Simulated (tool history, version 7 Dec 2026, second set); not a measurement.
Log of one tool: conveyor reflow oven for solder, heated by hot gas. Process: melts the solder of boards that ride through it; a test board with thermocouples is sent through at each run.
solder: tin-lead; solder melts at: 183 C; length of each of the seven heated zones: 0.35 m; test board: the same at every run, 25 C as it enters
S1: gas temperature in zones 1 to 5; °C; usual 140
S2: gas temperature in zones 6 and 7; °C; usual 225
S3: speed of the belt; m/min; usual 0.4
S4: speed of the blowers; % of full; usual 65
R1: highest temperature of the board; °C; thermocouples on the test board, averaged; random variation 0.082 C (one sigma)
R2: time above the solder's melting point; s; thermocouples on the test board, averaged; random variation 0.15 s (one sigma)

| run | hour | S1 | S2 | S3 | S4 | R1 | R2 |
|---|---|---|---|---|---|---|---|
| 1 | 0 | 140 | 225 | 0.4 | 65 | 213.2 | 76.5 |
|  | 35.7 | thermocouples of zones 6 and 7 changed |
| 2 | 59 | 140 | 225 | 0.4 | 65 | 211.38 | 74.4 |
| 3 | 154.6 | 140 | 225 | 0.4 | 81 | 213.36 | 77.3 |
| 4 | 251.4 | 140 | 225 | 0.4 | 81 | 213.01 | 76.9 |
|  | 313.5 | flux residue cleaned out of gas plates and filters |
| 5 | 343.7 | 140 | 225 | 0.4 | 81 | 214.7 | 79.8 |
| 6 | 391 | 140 | 225 | 0.4 | 81 | 214.68 | 79.7 |
| 7 | 480.8 | 140 | 225 | 0.4 | 81 | 214.48 | 79.3 |
| 8 | 559.9 | 140 | 225 | 0.4 | 81 | 213.97 | 78.8 |
| 9 | 645.1 | 146 | 225 | 0.383 | 65 | 214.02 | 85.5 |
|  | 704.2 | flux residue cleaned out of gas plates and filters |
| 10 | 715.9 | 140 | 223 | 0.382 | 65 | 213.03 | 81.4 |

Some steps in R1 between neighbouring runs. How much of each would the tool show without its hidden state too (settings, what came in, random variation), and how much is left for the hidden state, with any gauge scatter that isn't in both results?
The hidden state here: heat that the gas passes to the board, % of a clean oven's; belt's true speed, % of the reading; true gas temperature in zones 6 and 7 over the reading, C; drift of the gauge itself on peak_c, C; drift of the gauge itself on liquid_s, %.
Run 1 -> 2: thermocouples of zones 6 and 7 changed. R1 -1.82 °C: hidden state -1.91, all else +0.09.
Run 2 -> 3: S4 65 -> 81. R1 +1.98 °C: hidden state -0.32, all else +2.3.

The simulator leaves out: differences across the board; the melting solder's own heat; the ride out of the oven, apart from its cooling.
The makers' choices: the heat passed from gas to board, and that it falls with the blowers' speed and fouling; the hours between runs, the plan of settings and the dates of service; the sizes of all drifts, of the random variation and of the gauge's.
